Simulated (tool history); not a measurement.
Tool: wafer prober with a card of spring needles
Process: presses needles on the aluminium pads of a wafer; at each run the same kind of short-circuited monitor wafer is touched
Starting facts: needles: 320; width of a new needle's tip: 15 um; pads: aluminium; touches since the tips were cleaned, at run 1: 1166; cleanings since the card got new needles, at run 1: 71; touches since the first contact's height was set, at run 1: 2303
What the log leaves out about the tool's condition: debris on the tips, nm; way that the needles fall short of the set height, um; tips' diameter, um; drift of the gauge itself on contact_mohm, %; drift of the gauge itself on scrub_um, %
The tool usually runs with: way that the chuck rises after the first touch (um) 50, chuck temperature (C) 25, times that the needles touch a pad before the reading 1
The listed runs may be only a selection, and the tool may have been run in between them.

run,day,way that the chuck rises after the first touch (um),chuck temperature (C),times that the needles touch a pad before the reading,touches since the tips were cleaned,cleanings since the card got new needles,touches since the first contact's height was set,resistance of one needle with its contact and lead (mohm),way that a needle slides on the pad (um)
1,0,50,25,1,1166,71,2303,152,9.68
# day 0.196: tips cleaned on abrasive film
# day 0.65: tips cleaned on abrasive film
2,0.75,50,25,1,578,73,6592,151,9.56
# day 1.142: tips cleaned on abrasive film
# day 1.612: tips cleaned on abrasive film
3,1.875,50,25,1,1519,75,13054,153,9.4
# day 2.058: tips cleaned on abrasive film
# day 2.533: tips cleaned on abrasive film
4,2.533,50,25,1,0,77,16827,153,9.49
# day 2.942: tips cleaned on abrasive film
# day 3.358: tips cleaned on abrasive film
5,3.633,50,25,1,1589,79,23153,149,9.54
# day 3.821: tips cleaned on abrasive film
# day 4.217: tips cleaned on abrasive film
# day 4.617: tips cleaned on abrasive film
6,4.617,50,25,1,0,82,28773,154,9.48
# day 5.088: tips cleaned on abrasive film
# day 5.508: tips cleaned on abrasive film
7,5.571,50,25,1,368,84,34260,153,9.53
# day 5.971: tips cleaned on abrasive film
8,6.212,50,25,1,1418,85,37953,151,9.6
# day 6.404: tips cleaned on abrasive film
# day 6.8: tips cleaned on abrasive film
9,6.829,52,25,1,179,87,41471,154,9.94
# day 7.221: tips cleaned on abrasive film
10,7.454,52,25,1,1359,88,45058,151,10
# day 7.683: tips cleaned on abrasive film
# day 8.104: tips cleaned on abrasive film
11,8.138,52,25,1,171,90,48956,152,9.91
# day 8.508: tips cleaned on abrasive film
# day 8.938: tips cleaned on abrasive film
12,8.938,50,38,1,0,92,53542,152,9.44
# day 9.379: tips cleaned on abrasive film
13,9.6,50,38,2,1285,93,57375,155,9.72
# day 9.817: tips cleaned on abrasive film
14,10.104,50,38,2,1677,94,60272,152,9.54
# day 10.271: tips cleaned on abrasive film
# day 10.675: tips cleaned on abrasive film
15,10.808,50,38,2,770,96,64283,154,9.55
# day 11.138: tips cleaned on abrasive film
# day 11.575: tips cleaned on abrasive film
16,11.888,50,38,2,1820,98,70491,154,9.67
# day 11.975: tips cleaned on abrasive film
# day 12.396: tips cleaned on abrasive film
17,12.612,50,81,3,1245,100,74638,166,9.56
# day 12.883: tips cleaned on abrasive film
# day 13.312: tips cleaned on abrasive film
18,13.388,50,81,3,433,102,79088,163,9.51
# day 13.804: tips cleaned on abrasive film
19,13.888,50,81,3,491,103,81952,162,9.56
# day 14.262: tips cleaned on abrasive film
# day 14.708: tips cleaned on abrasive film
20,14.783,41,81,3,450,105,87095,165,7.76
# day 15.192: tips cleaned on abrasive film
21,15.367,41,81,3,1000,106,90437,166,7.8
# day 15.625: tips cleaned on abrasive film
# day 16.046: tips cleaned on abrasive film
22,16.046,41,81,3,0,108,94342,165,7.89
# day 16.471: tips cleaned on abrasive film
# day 16.908: tips cleaned on abrasive film
23,17.088,50,121,1,1029,110,100312,169,9.6
# day 17.317: tips cleaned on abrasive film
# day 17.725: tips cleaned on abrasive film
24,17.754,35,27,1,174,112,104134,154,6.66
# day 18.188: tips cleaned on abrasive film
# day 18.6: tips cleaned on abrasive film
25,18.6,35,113,3,0,114,108983,173,6.77
# day 19.021: tips cleaned on abrasive film
# day 19.433: tips cleaned on abrasive film
26,19.638,35,113,3,1174,116,114938,172,6.68
# day 19.908: tips cleaned on abrasive film
# day 20.375: tips cleaned on abrasive film
27,20.638,35,113,3,1516,118,120676,173,6.76
# day 20.821: tips cleaned on abrasive film
# day 21.288: tips cleaned on abrasive film
28,21.508,31,27,1,1280,120,125674,157,5.97
# day 21.725: tips cleaned on abrasive film
# day 22.158: tips cleaned on abrasive film
# day 22.608: tips cleaned on abrasive film
29,22.646,43,71,2,228,123,132188,163,8.11
# day 23.042: tips cleaned on abrasive film
30,23.379,67,62,1,1959,124,136419,155,12.75

How the hidden state differs across the entries between the runs, from the last listed run before each to the first after it:
Run 1 -> run 2: tips cleaned on abrasive film (day 0.196); tips cleaned on abrasive film (day 0.65)
  no hidden state differs between the two runs
Run 2 -> run 3: tips cleaned on abrasive film (day 1.142); tips cleaned on abrasive film (day 1.612)
  no hidden state differs between the two runs
Run 3 -> run 4: tips cleaned on abrasive film (day 2.058); tips cleaned on abrasive film (day 2.533)
  debris on the tips, nm: 0.1 -> 0
Run 4 -> run 5: tips cleaned on abrasive film (day 2.942); tips cleaned on abrasive film (day 3.358)
  debris on the tips, nm: 0 -> 0.1
Run 5 -> run 6: tips cleaned on abrasive film (day 3.821); tips cleaned on abrasive film (day 4.217); tips cleaned on abrasive film (day 4.617)
  debris on the tips, nm: 0.1 -> 0
Run 6 -> run 7: tips cleaned on abrasive film (day 5.088); tips cleaned on abrasive film (day 5.508)
  tips' diameter, um: 15 -> 15.01
Run 7 -> run 8: tips cleaned on abrasive film (day 5.971)
  debris on the tips, nm: 0 -> 0.1
Run 8 -> run 9: tips cleaned on abrasive film (day 6.404); tips cleaned on abrasive film (day 6.8)
  debris on the tips, nm: 0.1 -> 0
Run 9 -> run 10: tips cleaned on abrasive film (day 7.221)
  debris on the tips, nm: 0 -> 0.1
Run 10 -> run 11: tips cleaned on abrasive film (day 7.683); tips cleaned on abrasive film (day 8.104)
  debris on the tips, nm: 0.1 -> 0
Run 11 -> run 12: tips cleaned on abrasive film (day 8.508); tips cleaned on abrasive film (day 8.938)
  no hidden state differs between the two runs
Run 12 -> run 13: tips cleaned on abrasive film (day 9.379)
  debris on the tips, nm: 0 -> 0.1
Run 13 -> run 14: tips cleaned on abrasive film (day 9.817)
  no hidden state differs between the two runs
Run 14 -> run 15: tips cleaned on abrasive film (day 10.271); tips cleaned on abrasive film (day 10.675)
  no hidden state differs between the two runs
Run 15 -> run 16: tips cleaned on abrasive film (day 11.138); tips cleaned on abrasive film (day 11.575)
  no hidden state differs between the two runs
Run 16 -> run 17: tips cleaned on abrasive film (day 11.975); tips cleaned on abrasive film (day 12.396)
  way that the needles fall short of the set height, um: 0 -> 0.01
Run 17 -> run 18: tips cleaned on abrasive film (day 12.883); tips cleaned on abrasive film (day 13.312)
  debris on the tips, nm: 0.1 -> 0
Run 18 -> run 19: tips cleaned on abrasive film (day 13.804)
  debris on the tips, nm: 0 -> 0.1
Run 19 -> run 20: tips cleaned on abrasive film (day 14.262); tips cleaned on abrasive film (day 14.708)
  debris on the tips, nm: 0.1 -> 0
Run 20 -> run 21: tips cleaned on abrasive film (day 15.192)
  debris on the tips, nm: 0 -> 0.1
Run 21 -> run 22: tips cleaned on abrasive film (day 15.625); tips cleaned on abrasive film (day 16.046)
  debris on the tips, nm: 0.1 -> 0
Run 22 -> run 23: tips cleaned on abrasive film (day 16.471); tips cleaned on abrasive film (day 16.908)
  debris on the tips, nm: 0 -> 0.1
Run 23 -> run 24: tips cleaned on abrasive film (day 17.317); tips cleaned on abrasive film (day 17.725)
  debris on the tips, nm: 0.1 -> 0
Run 24 -> run 25: tips cleaned on abrasive film (day 18.188); tips cleaned on abrasive film (day 18.6)
  no hidden state differs between the two runs
Run 25 -> run 26: tips cleaned on abrasive film (day 19.021); tips cleaned on abrasive film (day 19.433)
  debris on the tips, nm: 0 -> 0.1
Run 26 -> run 27: tips cleaned on abrasive film (day 19.908); tips cleaned on abrasive film (day 20.375)
  no hidden state differs between the two runs
Run 27 -> run 28: tips cleaned on abrasive film (day 20.821); tips cleaned on abrasive film (day 21.288)
  no hidden state differs between the two runs
Run 28 -> run 29: tips cleaned on abrasive film (day 21.725); tips cleaned on abrasive film (day 22.158); tips cleaned on abrasive film (day 22.608)
  debris on the tips, nm: 0.1 -> 0
Run 29 -> run 30: tips cleaned on abrasive film (day 23.042)
  debris on the tips, nm: 0 -> 0.1

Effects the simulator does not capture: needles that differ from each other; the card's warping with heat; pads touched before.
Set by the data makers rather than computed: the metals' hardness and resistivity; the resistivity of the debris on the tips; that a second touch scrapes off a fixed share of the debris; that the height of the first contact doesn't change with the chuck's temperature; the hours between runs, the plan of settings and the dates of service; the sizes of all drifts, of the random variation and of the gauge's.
